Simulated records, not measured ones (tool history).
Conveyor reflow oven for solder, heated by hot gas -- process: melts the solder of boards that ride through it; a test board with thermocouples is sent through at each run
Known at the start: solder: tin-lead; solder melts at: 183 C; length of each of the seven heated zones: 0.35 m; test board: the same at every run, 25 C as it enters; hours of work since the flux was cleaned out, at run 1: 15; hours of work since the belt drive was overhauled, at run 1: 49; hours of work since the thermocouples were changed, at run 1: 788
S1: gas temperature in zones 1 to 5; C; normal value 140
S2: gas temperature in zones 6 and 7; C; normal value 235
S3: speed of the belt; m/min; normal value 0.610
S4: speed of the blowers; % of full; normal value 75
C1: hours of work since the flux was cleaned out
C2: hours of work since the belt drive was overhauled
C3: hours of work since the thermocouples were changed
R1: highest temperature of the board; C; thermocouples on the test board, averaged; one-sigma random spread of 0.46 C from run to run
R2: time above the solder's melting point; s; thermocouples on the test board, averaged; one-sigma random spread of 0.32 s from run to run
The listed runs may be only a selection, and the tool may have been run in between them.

| run | hour | S1 | S2 | S3 | S4 | C1 | C2 | C3 | R1 | R2 |
|---|---|---|---|---|---|---|---|---|---|---|
| 1 | 0.0 | 140 | 235 | 0.610 | 75 | 15 | 49 | 788 | 222.1 | 55.6 |
| 2 | 14.7 | 140 | 235 | 0.610 | 63 | 26 | 60 | 800 | 218.6 | 52.3 |
| 3 | 35.5 | 140 | 235 | 0.610 | 63 | 42 | 76 | 816 | 218.0 | 52.7 |
| 4 | 44.8 | 140 | 235 | 0.610 | 63 | 49 | 83 | 823 | 217.1 | 52.6 |
| 5 | 60.0 | 140 | 235 | 0.610 | 63 | 61 | 95 | 835 | 217.3 | 52.4 |
| 6 | 74.5 | 140 | 235 | 0.610 | 63 | 72 | 106 | 846 | 217.9 | 52.0 |
| 7 | 93.3 | 140 | 235 | 0.610 | 63 | 87 | 121 | 860 | 218.0 | 52.5 |
| 8 | 110.2 | 140 | 224 | 0.610 | 75 | 100 | 134 | 873 | 212.2 | 49.5 |
|  | 123.6 | thermocouples of zones 6 and 7 changed |
| 9 | 128.0 | 140 | 235 | 0.610 | 75 | 112 | 146 | 3 | 222.2 | 55.9 |
| 10 | 146.0 | 140 | 235 | 0.610 | 75 | 126 | 160 | 17 | 221.7 | 55.5 |
| 11 | 159.9 | 140 | 235 | 0.707 | 75 | 136 | 171 | 28 | 217.0 | 44.9 |
| 12 | 170.4 | 140 | 247 | 0.610 | 75 | 145 | 179 | 36 | 231.9 | 60.6 |
| 13 | 185.3 | 140 | 247 | 0.610 | 75 | 156 | 190 | 48 | 232.4 | 61.0 |
| 14 | 201.4 | 140 | 235 | 0.610 | 70 | 169 | 203 | 60 | 220.4 | 54.8 |
| 15 | 212.1 | 140 | 235 | 0.610 | 70 | 177 | 211 | 68 | 221.0 | 54.5 |
| 16 | 231.0 | 140 | 235 | 0.610 | 70 | 191 | 225 | 83 | 219.8 | 54.3 |
| 17 | 251.0 | 135 | 235 | 0.610 | 52 | 207 | 241 | 98 | 212.5 | 46.0 |
| 18 | 270.9 | 145 | 235 | 0.610 | 63 | 222 | 256 | 114 | 217.9 | 55.0 |
| 19 | 288.3 | 145 | 235 | 0.721 | 63 | 236 | 270 | 127 | 213.8 | 41.7 |
| 20 | 310.2 | 135 | 244 | 0.580 | 53 | 252 | 287 | 144 | 222.5 | 56.3 |
| 21 | 322.3 | 130 | 246 | 0.659 | 82 | 262 | 296 | 153 | 229.5 | 52.9 |
|  | 341.9 | flux residue cleaned out of gas plates and filters |
| 22 | 347.2 | 128 | 228 | 0.603 | 74 | 4 | 311 | 169 | 213.9 | 47.4 |
| 23 | 358.0 | 128 | 228 | 0.603 | 74 | 12 | 320 | 177 | 213.8 | 47.8 |
| 24 | 373.0 | 141 | 237 | 0.625 | 73 | 24 | 331 | 189 | 222.3 | 55.0 |
| 25 | 393.9 | 140 | 247 | 0.632 | 75 | 40 | 347 | 205 | 231.1 | 57.7 |
| 26 | 410.4 | 140 | 248 | 0.665 | 54 | 53 | 360 | 218 | 221.9 | 49.2 |
| 27 | 419.6 | 140 | 235 | 0.664 | 70 | 60 | 367 | 225 | 217.9 | 48.3 |
| 28 | 439.9 | 140 | 235 | 0.591 | 75 | 76 | 383 | 240 | 222.7 | 58.3 |
| 29 | 450.7 | 140 | 235 | 0.591 | 75 | 84 | 391 | 249 | 223.2 | 57.9 |
| 30 | 469.0 | 140 | 245 | 0.618 | 52 | 98 | 405 | 263 | 220.2 | 52.8 |
| 31 | 486.3 | 141 | 245 | 0.648 | 79 | 111 | 419 | 276 | 230.2 | 56.5 |

Hidden condition of the tool, last listed run before each entry between runs versus first listed run after:
In the gap between runs 8 and 9: thermocouples of zones 6 and 7 changed (hour 123.6)
  true gas temperature in zones 6 and 7 over the reading, C: -0.11 -> -0.01
In the gap between runs 21 and 22: flux residue cleaned out of gas plates and filters (hour 341.9)
  heat that the gas passes to the board, % of a clean oven's: 99.7 -> 100

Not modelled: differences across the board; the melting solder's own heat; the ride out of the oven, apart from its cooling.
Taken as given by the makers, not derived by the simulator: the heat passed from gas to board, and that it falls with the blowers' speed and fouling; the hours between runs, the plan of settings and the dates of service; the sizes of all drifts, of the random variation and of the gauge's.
